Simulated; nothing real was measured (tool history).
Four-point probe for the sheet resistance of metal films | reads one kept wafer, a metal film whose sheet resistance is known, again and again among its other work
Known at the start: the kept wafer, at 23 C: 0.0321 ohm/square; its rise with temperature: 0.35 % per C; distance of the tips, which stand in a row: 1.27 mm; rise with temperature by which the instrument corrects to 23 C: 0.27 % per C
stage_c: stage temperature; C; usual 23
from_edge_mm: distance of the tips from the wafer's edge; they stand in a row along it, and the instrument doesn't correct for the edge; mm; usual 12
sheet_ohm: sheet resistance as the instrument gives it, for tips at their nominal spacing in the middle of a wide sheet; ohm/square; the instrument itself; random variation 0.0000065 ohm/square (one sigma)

run   hour  stage_c  from_edge_mm  sheet_ohm
  1      0       23            12     0.0321
  2   32.6       23            25   0.031941
  3   58.4       23            25   0.031939
  4   89.8       23            25   0.031919
  5  116.8       23            12   0.032079
  6  159.2       23            12   0.032077
  7  182.3       23            12   0.032061
  8  205.6       23            12   0.032053
  9  240.1       23            12   0.032049
 10  286.5       23            11    0.03207
 11    314       23            11   0.032073
     318.7  -- stage's thermometer calibrated
 12  335.2       23            11   0.032071
 13  381.8       32             3   0.034851
 14  428.8       19            16   0.031834
 15  467.2       19            16   0.031831
 16    514       26            10   0.032161
 17  535.2       22            20   0.031855

The same runs without the tool's hidden state, with the same run-to-run variation:
The hidden state here: inner tips' distance over the nominal, %; tips' flats over new ones', %; wafer's true temperature over the reading, C; drift of the gauge itself on sheet_ohm, %.
run  sheet_ohm
  1   0.032297
  2   0.032144
  3   0.032146
  4   0.032132
  5   0.032298
  6   0.032304
  7   0.032292
  8   0.032289
  9   0.032291
 10   0.032321
 11   0.032329
 12   0.032329
 13   0.035139
 14   0.032107
 15    0.03211
 16   0.032451
 17   0.032146
